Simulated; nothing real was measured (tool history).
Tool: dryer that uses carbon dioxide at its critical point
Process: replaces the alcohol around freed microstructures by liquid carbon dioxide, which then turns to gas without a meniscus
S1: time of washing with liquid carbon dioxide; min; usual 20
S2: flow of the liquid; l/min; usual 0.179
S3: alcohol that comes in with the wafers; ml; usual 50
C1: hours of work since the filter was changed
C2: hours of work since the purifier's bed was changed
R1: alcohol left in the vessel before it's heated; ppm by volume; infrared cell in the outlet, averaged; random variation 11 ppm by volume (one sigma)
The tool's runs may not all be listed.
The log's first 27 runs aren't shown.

run,hour,S1,S2,S3,C1,C2,R1
28,356.9,20,0.239,51,355,326,217
29,374.7,20,0.239,51,361,333,211
# hour 382.2: inlet filter changed
30,384.5,20,0.239,51,1,336,155
31,392.5,16,0.157,52,4,340,3148
32,405.3,16,0.157,52,9,344,3127
33,418.3,13,0.183,50,14,349,3561
34,437.7,20,0.11,23,21,357,2273
35,454.2,20,0.11,23,28,363,2347
36,465.2,15,0.213,52,32,368,1107
37,480.5,17,0.119,52,38,373,6517

Forecast each of these 5 alternatives for the next run:
A,498.6,18,0.135,30,45,380,?
B,498.6,15,0.286,79,45,380,?
C,498.6,19,0.172,83,45,380,?
D,498.6,20,0.118,32,45,380,?
E,498.6,19,0.191,71,45,380,?

run,R1
A,2076
B,360
C,1710
D,2538
E,882
Without the tool's hidden state the same runs would have given:
run,R1
A,1964
B,289
C,1590
D,2415
E,790
